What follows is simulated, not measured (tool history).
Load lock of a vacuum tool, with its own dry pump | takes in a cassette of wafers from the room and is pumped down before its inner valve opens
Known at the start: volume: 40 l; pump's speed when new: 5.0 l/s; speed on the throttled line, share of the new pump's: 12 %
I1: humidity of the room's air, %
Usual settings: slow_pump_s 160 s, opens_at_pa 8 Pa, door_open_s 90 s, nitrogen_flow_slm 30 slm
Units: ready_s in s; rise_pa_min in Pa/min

{"run": 1, "hour": 0.0, "slow_pump_s": 160, "opens_at_pa": 8, "door_open_s": 90, "nitrogen_flow_slm": 30, "I1": 39.1, "ready_s": 217.5, "rise_pa_min": 0.045}
{"run": 2, "hour": 221.0, "slow_pump_s": 160, "opens_at_pa": 8, "door_open_s": 90, "nitrogen_flow_slm": 30, "I1": 44.1, "ready_s": 214.7, "rise_pa_min": 0.053}
{"run": 3, "hour": 353.5, "slow_pump_s": 160, "opens_at_pa": 8, "door_open_s": 90, "nitrogen_flow_slm": 30, "I1": 39.6, "ready_s": 217.6, "rise_pa_min": 0.048}
{"run": 4, "hour": 539.7, "slow_pump_s": 160, "opens_at_pa": 8, "door_open_s": 90, "nitrogen_flow_slm": 30, "I1": 44.7, "ready_s": 217.8, "rise_pa_min": 0.054}
{"run": 5, "hour": 846.1, "slow_pump_s": 160, "opens_at_pa": 8, "door_open_s": 90, "nitrogen_flow_slm": 5, "I1": 44.7, "ready_s": 218.4, "rise_pa_min": 0.091}
{"run": 6, "hour": 1077.1, "slow_pump_s": 160, "opens_at_pa": 8, "door_open_s": 90, "nitrogen_flow_slm": 5, "I1": 43.7, "ready_s": 217.2, "rise_pa_min": 0.084}
{"run": 7, "hour": 1293.2, "slow_pump_s": 160, "opens_at_pa": 8, "door_open_s": 90, "nitrogen_flow_slm": 30, "I1": 47.0, "ready_s": 215.7, "rise_pa_min": 0.053}
{"run": 8, "hour": 1561.4, "slow_pump_s": 160, "opens_at_pa": 8, "door_open_s": 90, "nitrogen_flow_slm": 30, "I1": 44.4, "ready_s": 217.0, "rise_pa_min": 0.055}
{"run": 9, "hour": 1756.9, "slow_pump_s": 160, "opens_at_pa": 8, "door_open_s": 90, "nitrogen_flow_slm": 30, "I1": 46.1, "ready_s": 218.1, "rise_pa_min": 0.056}
{"run": 10, "hour": 2049.9, "slow_pump_s": 160, "opens_at_pa": 8, "door_open_s": 90, "nitrogen_flow_slm": 30, "I1": 45.0, "ready_s": 215.6, "rise_pa_min": 0.055}
{"run": 11, "hour": 2367.7, "slow_pump_s": 160, "opens_at_pa": 8, "door_open_s": 90, "nitrogen_flow_slm": 30, "I1": 43.5, "ready_s": 215.1, "rise_pa_min": 0.05}
{"run": 12, "hour": 2614.1, "slow_pump_s": 160, "opens_at_pa": 8, "door_open_s": 90, "nitrogen_flow_slm": 30, "I1": 48.2, "ready_s": 216.1, "rise_pa_min": 0.055}
{"run": 13, "hour": 2788.1, "slow_pump_s": 160, "opens_at_pa": 8, "door_open_s": 90, "nitrogen_flow_slm": 30, "I1": 46.3, "ready_s": 214.2, "rise_pa_min": 0.053}
{"run": 14, "hour": 2993.2, "slow_pump_s": 160, "opens_at_pa": 9, "door_open_s": 90, "nitrogen_flow_slm": 30, "I1": 48.2, "ready_s": 215.2, "rise_pa_min": 0.055}
{"run": 15, "hour": 3214.3, "slow_pump_s": 160, "opens_at_pa": 8, "door_open_s": 54, "nitrogen_flow_slm": 30, "I1": 43.9, "ready_s": 217.0, "rise_pa_min": 0.034}
{"run": 16, "hour": 3494.2, "slow_pump_s": 160, "opens_at_pa": 8, "door_open_s": 54, "nitrogen_flow_slm": 30, "I1": 44.3, "ready_s": 218.4, "rise_pa_min": 0.032}
{"run": 17, "hour": 3799.5, "slow_pump_s": 160, "opens_at_pa": 8, "door_open_s": 54, "nitrogen_flow_slm": 30, "I1": 47.1, "ready_s": 218.6, "rise_pa_min": 0.042}
{"run": 18, "hour": 4088.4, "slow_pump_s": 160, "opens_at_pa": 14, "door_open_s": 90, "nitrogen_flow_slm": 30, "I1": 41.5, "ready_s": 215.0, "rise_pa_min": 0.049}
{"run": 19, "hour": 4313.5, "slow_pump_s": 102, "opens_at_pa": 8, "door_open_s": 90, "nitrogen_flow_slm": 30, "I1": 46.6, "ready_s": 166.6, "rise_pa_min": 0.054}
{"run": 20, "hour": 4518.5, "slow_pump_s": 102, "opens_at_pa": 8, "door_open_s": 90, "nitrogen_flow_slm": 30, "I1": 43.5, "ready_s": 166.0, "rise_pa_min": 0.052}
{"run": 21, "hour": 4804.3, "slow_pump_s": 95, "opens_at_pa": 8, "door_open_s": 40, "nitrogen_flow_slm": 39, "I1": 44.8, "ready_s": 158.0, "rise_pa_min": 0.021}
{"run": 22, "hour": 5056.0, "slow_pump_s": 95, "opens_at_pa": 8, "door_open_s": 158, "nitrogen_flow_slm": 17, "I1": 45.1, "ready_s": 159.2, "rise_pa_min": 0.105}
{"run": 23, "hour": 5278.5, "slow_pump_s": 95, "opens_at_pa": 10, "door_open_s": 28, "nitrogen_flow_slm": 4, "I1": 44.0, "ready_s": 157.5, "rise_pa_min": 0.044}
{"run": 24, "hour": 5442.1, "slow_pump_s": 137, "opens_at_pa": 8, "door_open_s": 97, "nitrogen_flow_slm": 26, "I1": 45.0, "ready_s": 195.9, "rise_pa_min": 0.062}
{"run": 25, "hour": 5625.8, "slow_pump_s": 102, "opens_at_pa": 7, "door_open_s": 90, "nitrogen_flow_slm": 30, "I1": 46.6, "ready_s": 169.2, "rise_pa_min": 0.045}
{"run": 26, "hour": 5785.9, "slow_pump_s": 102, "opens_at_pa": 6, "door_open_s": 90, "nitrogen_flow_slm": 31, "I1": 42.9, "ready_s": 170.4, "rise_pa_min": 0.052}
{"run": 27, "hour": 5925.5, "slow_pump_s": 98, "opens_at_pa": 9, "door_open_s": 72, "nitrogen_flow_slm": 33, "I1": 49.1, "ready_s": 162.7, "rise_pa_min": 0.047}
{"run": 28, "hour": 6226.5, "slow_pump_s": 160, "opens_at_pa": 9, "door_open_s": 134, "nitrogen_flow_slm": 30, "I1": 48.1, "ready_s": 214.3, "rise_pa_min": 0.08}
{"run": 29, "hour": 6376.7, "slow_pump_s": 160, "opens_at_pa": 8, "door_open_s": 44, "nitrogen_flow_slm": 30, "I1": 47.6, "ready_s": 216.6, "rise_pa_min": 0.028}
{"run": 30, "hour": 6644.7, "slow_pump_s": 160, "opens_at_pa": 8, "door_open_s": 67, "nitrogen_flow_slm": 30, "I1": 44.3, "ready_s": 217.9, "rise_pa_min": 0.045}
{"run": 31, "hour": 6884.8, "slow_pump_s": 160, "opens_at_pa": 8, "door_open_s": 67, "nitrogen_flow_slm": 30, "I1": 45.3, "ready_s": 216.4, "rise_pa_min": 0.044}
{"run": 32, "hour": 7015.0, "slow_pump_s": 160, "opens_at_pa": 11, "door_open_s": 90, "nitrogen_flow_slm": 8, "I1": 43.8, "ready_s": 212.9, "rise_pa_min": 0.085}
{"run": 33, "hour": 7243.4, "slow_pump_s": 112, "opens_at_pa": 8, "door_open_s": 233, "nitrogen_flow_slm": 30, "I1": 48.4, "ready_s": 175.3, "rise_pa_min": 0.115}
{"run": 34, "hour": 7434.3, "slow_pump_s": 112, "opens_at_pa": 8, "door_open_s": 233, "nitrogen_flow_slm": 30, "I1": 45.3, "ready_s": 175.7, "rise_pa_min": 0.109}
{"run": 35, "hour": 7661.7, "slow_pump_s": 302, "opens_at_pa": 7, "door_open_s": 159, "nitrogen_flow_slm": 7, "I1": 42.6, "ready_s": 339.5, "rise_pa_min": 0.131}
{"run": 36, "hour": 7840.9, "slow_pump_s": 302, "opens_at_pa": 7, "door_open_s": 159, "nitrogen_flow_slm": 7, "I1": 45.8, "ready_s": 340.3, "rise_pa_min": 0.139}

Forecast each of these 4 alternatives for the next run:
{"run": "A", "hour": 7993.3, "slow_pump_s": 302, "opens_at_pa": 7, "door_open_s": 157, "nitrogen_flow_slm": 7, "I1": 44.8, "ready_s": "?", "rise_pa_min": "?"}
{"run": "B", "hour": 7993.3, "slow_pump_s": 258, "opens_at_pa": 11, "door_open_s": 101, "nitrogen_flow_slm": 30, "I1": 42.0, "ready_s": "?", "rise_pa_min": "?"}
{"run": "C", "hour": 7993.3, "slow_pump_s": 160, "opens_at_pa": 9, "door_open_s": 90, "nitrogen_flow_slm": 30, "I1": 46.3, "ready_s": "?", "rise_pa_min": "?"}
{"run": "D", "hour": 7993.3, "slow_pump_s": 175, "opens_at_pa": 8, "door_open_s": 90, "nitrogen_flow_slm": 41, "I1": 48.0, "ready_s": "?", "rise_pa_min": "?"}

run=A ready_s=342.0 rise_pa_min=0.132
run=B ready_s=299.4 rise_pa_min=0.057
run=C ready_s=215.6 rise_pa_min=0.062
run=D ready_s=230.8 rise_pa_min=0.050
Without the tool's hidden state the same runs would have given:
run=A ready_s=342.0 rise_pa_min=0.130
run=B ready_s=299.3 rise_pa_min=0.056
run=C ready_s=215.4 rise_pa_min=0.061
run=D ready_s=230.7 rise_pa_min=0.048
